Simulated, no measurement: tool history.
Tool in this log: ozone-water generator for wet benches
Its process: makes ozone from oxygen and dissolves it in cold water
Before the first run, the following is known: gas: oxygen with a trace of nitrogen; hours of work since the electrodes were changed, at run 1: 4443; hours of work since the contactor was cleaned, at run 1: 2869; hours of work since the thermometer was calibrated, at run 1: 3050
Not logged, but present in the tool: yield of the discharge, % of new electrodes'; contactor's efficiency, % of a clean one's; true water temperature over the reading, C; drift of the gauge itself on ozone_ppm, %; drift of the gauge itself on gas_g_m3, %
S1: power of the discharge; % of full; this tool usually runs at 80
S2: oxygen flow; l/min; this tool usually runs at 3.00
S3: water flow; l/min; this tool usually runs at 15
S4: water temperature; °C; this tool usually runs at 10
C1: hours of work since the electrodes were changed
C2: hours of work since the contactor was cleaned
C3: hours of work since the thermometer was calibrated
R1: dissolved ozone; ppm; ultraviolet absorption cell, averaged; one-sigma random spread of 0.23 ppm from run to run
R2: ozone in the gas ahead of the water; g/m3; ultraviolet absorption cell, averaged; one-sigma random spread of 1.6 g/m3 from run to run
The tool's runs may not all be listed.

| run | hour | S1 | S2 | S3 | S4 | C1 | C2 | C3 | R1 | R2 |
|---|---|---|---|---|---|---|---|---|---|---|
| 1 | 0.0 | 80 | 3.00 | 15 | 10 | 4443 | 2869 | 3050 | 35.0 | 306.4 |
|  | 119.2 | water thermometer calibrated |
| 2 | 150.9 | 80 | 3.00 | 15 | 10 | 4573 | 2999 | 27 | 35.4 | 305.9 |
| 3 | 267.5 | 80 | 3.00 | 15 | 10 | 4674 | 3100 | 128 | 35.3 | 307.6 |
| 4 | 405.6 | 80 | 3.00 | 15 | 10 | 4793 | 3219 | 248 | 35.5 | 303.4 |
| 5 | 509.3 | 80 | 3.00 | 15 | 10 | 4883 | 3309 | 337 | 35.2 | 304.8 |
| 6 | 597.8 | 80 | 3.00 | 15 | 10 | 4960 | 3386 | 414 | 35.3 | 306.4 |
| 7 | 693.0 | 80 | 3.00 | 15 | 10 | 5042 | 3468 | 496 | 35.2 | 308.7 |
| 8 | 775.1 | 80 | 3.00 | 15 | 10 | 5113 | 3539 | 567 | 35.4 | 305.6 |
| 9 | 883.0 | 80 | 3.00 | 15 | 10 | 5206 | 3632 | 661 | 35.3 | 305.0 |
| 10 | 1004.0 | 80 | 3.00 | 15 | 10 | 5311 | 3737 | 765 | 35.2 | 307.0 |
| 11 | 1102.9 | 80 | 3.00 | 15 | 10 | 5397 | 3823 | 851 | 35.6 | 303.9 |
| 12 | 1240.1 | 56 | 3.00 | 15 | 10 | 5515 | 3941 | 970 | 27.4 | 233.6 |
| 13 | 1341.3 | 56 | 3.00 | 15 | 10 | 5603 | 4029 | 1057 | 27.3 | 231.8 |
| 14 | 1415.9 | 80 | 3.00 | 15 | 10 | 5667 | 4093 | 1122 | 35.4 | 303.6 |
| 15 | 1502.7 | 80 | 3.00 | 15 | 10 | 5742 | 4169 | 1197 | 35.3 | 303.3 |
| 16 | 1570.7 | 80 | 3.00 | 15 | 10 | 5801 | 4227 | 1256 | 35.0 | 303.4 |
| 17 | 1659.0 | 80 | 3.00 | 15 | 10 | 5878 | 4304 | 1332 | 35.3 | 303.1 |
| 18 | 1808.0 | 79 | 2.54 | 19 | 6 | 6007 | 4433 | 1461 | 27.9 | 328.0 |
| 19 | 1966.1 | 79 | 2.54 | 19 | 6 | 6143 | 4569 | 1598 | 28.1 | 326.7 |
| 20 | 2060.9 | 79 | 2.54 | 10 | 6 | 6225 | 4651 | 1680 | 50.1 | 326.7 |
| 21 | 2217.7 | 80 | 3.00 | 16 | 10 | 6361 | 4787 | 1815 | 33.5 | 301.7 |
| 22 | 2314.9 | 80 | 3.97 | 22 | 10 | 6445 | 4871 | 1899 | 26.1 | 259.7 |
| 23 | 2439.8 | 95 | 3.97 | 22 | 10 | 6553 | 4979 | 2007 | 29.9 | 292.2 |
| 24 | 2539.0 | 95 | 3.97 | 22 | 10 | 6639 | 5065 | 2093 | 29.8 | 294.9 |
| 25 | 2664.5 | 52 | 4.91 | 22 | 10 | 6748 | 5174 | 2202 | 19.5 | 169.2 |
| 26 | 2804.4 | 57 | 3.00 | 15 | 10 | 6869 | 5295 | 2323 | 27.5 | 232.9 |
|  | 2831.3 | contactor cleaned |
| 27 | 2875.0 | 54 | 3.00 | 15 | 6 | 6926 | 38 | 2380 | 27.4 | 222.3 |
| 28 | 3015.6 | 54 | 1.90 | 15 | 6 | 7048 | 159 | 2502 | 24.9 | 285.5 |
| 29 | 3133.6 | 40 | 1.90 | 18 | 6 | 7150 | 261 | 2604 | 16.5 | 226.3 |
| 30 | 3271.6 | 76 | 2.01 | 19 | 15 | 7269 | 381 | 2724 | 24.0 | 354.4 |
| 31 | 3397.0 | 76 | 2.01 | 19 | 15 | 7378 | 489 | 2832 | 24.3 | 355.4 |
| 32 | 3506.0 | 58 | 3.00 | 15 | 10 | 7472 | 584 | 2926 | 27.8 | 235.6 |

Hidden state at the last listed run before each entry between runs and at the first one after, where it differs:
Runs 1 to 2: water thermometer calibrated (hour 119.2)
  drift of the gauge itself on gas_g_m3, %: 0 -> -0.12
  what was measured, less what the result would be without the hidden state, R2: -0.1 -> -0.5 g/m3
Runs 26 to 27: contactor cleaned (hour 2831.3)
  contactor's efficiency, % of a clean one's: 99.9 -> 100; drift of the gauge itself on gas_g_m3, %: -2.16 -> -2.21
  what was measured, less what the result would be without the hidden state, R2: -5.2 -> -5.2 g/m3
